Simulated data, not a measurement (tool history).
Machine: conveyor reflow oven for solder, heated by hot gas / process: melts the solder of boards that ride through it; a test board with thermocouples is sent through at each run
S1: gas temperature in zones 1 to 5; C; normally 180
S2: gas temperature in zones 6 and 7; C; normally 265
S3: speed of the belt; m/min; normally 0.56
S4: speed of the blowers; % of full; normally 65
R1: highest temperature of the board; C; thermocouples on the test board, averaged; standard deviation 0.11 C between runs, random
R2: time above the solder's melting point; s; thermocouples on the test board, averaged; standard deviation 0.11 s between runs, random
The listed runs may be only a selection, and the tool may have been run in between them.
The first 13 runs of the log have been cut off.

run 14 hour=262.1 | S1=180 S2=265 S3=0.506 S4=65 | R1=257.7 R2=82.2
run 15 hour=275.2 | S1=180 S2=265 S3=0.56 S4=65 | R1=255.5 R2=72.5
run 16 hour=293.4 | S1=193 S2=265 S3=0.551 S4=72 | R1=258.1 R2=81.2
run 17 hour=308.2 | S1=193 S2=273 S3=0.551 S4=65 | R1=264.6 R2=84.5
run 18 hour=336.3 | S1=193 S2=273 S3=0.551 S4=65 | R1=264.7 R2=84.2
run 19 hour=352.9 | S1=173 S2=265 S3=0.621 S4=65 | R1=252.1 R2=59.5
run 20 hour=374.1 | S1=173 S2=265 S3=0.621 S4=66 | R1=252.2 R2=59.5
run 21 hour=387 | S1=184 S2=265 S3=0.621 S4=70 | R1=254.3 R2=65.3
run 22 hour=408.9 | S1=184 S2=265 S3=0.621 S4=70 | R1=254.1 R2=65.2
run 23 hour=429.7 | S1=165 S2=265 S3=0.56 S4=65 | R1=253.7 R2=65
run 24 hour=458.4 | S1=168 S2=260 S3=0.56 S4=71 | R1=250.1 R2=64
run 25 hour=475.7 | S1=180 S2=267 S3=0.582 S4=83 | R1=258.3 R2=71.5
run 26 hour=503.4 | S1=180 S2=267 S3=0.582 S4=83 | R1=258.3 R2=71.5
run 27 hour=518.9 | S1=180 S2=267 S3=0.582 S4=83 | R1=258.3 R2=71.6
-- hour=530.3 thermocouples of zones 6 and 7 changed
run 28 hour=548.1 | S1=191 S2=265 S3=0.56 S4=71 | R1=258.1 R2=78.9
-- hour=567.4 flux residue cleaned out of gas plates and filters
run 29 hour=567.6 | S1=191 S2=265 S3=0.56 S4=71 | R1=258.7 R2=79.5
run 30 hour=580.1 | S1=180 S2=265 S3=0.56 S4=65 | R1=256.9 R2=73.4

What if the next run were any one of these 3? Each begins from the tool's condition after run 30:
run A hour=593.6 | S1=174 S2=265 S3=0.571 S4=65 | R1=? R2=?
run B hour=593.6 | S1=180 S2=265 S3=0.642 S4=78 | R1=? R2=?
run C hour=593.6 | S1=180 S2=265 S3=0.54 S4=77 | R1=? R2=?

run=A R1=256 R2=69
run=B R1=255.8 R2=63.2
run=C R1=259.2 R2=78.3
Stripped of hidden state, with their random variation kept, the same runs would have yielded:
run=A R1=255.8 R2=67.6
run=B R1=255.6 R2=62
run=C R1=259 R2=76.9

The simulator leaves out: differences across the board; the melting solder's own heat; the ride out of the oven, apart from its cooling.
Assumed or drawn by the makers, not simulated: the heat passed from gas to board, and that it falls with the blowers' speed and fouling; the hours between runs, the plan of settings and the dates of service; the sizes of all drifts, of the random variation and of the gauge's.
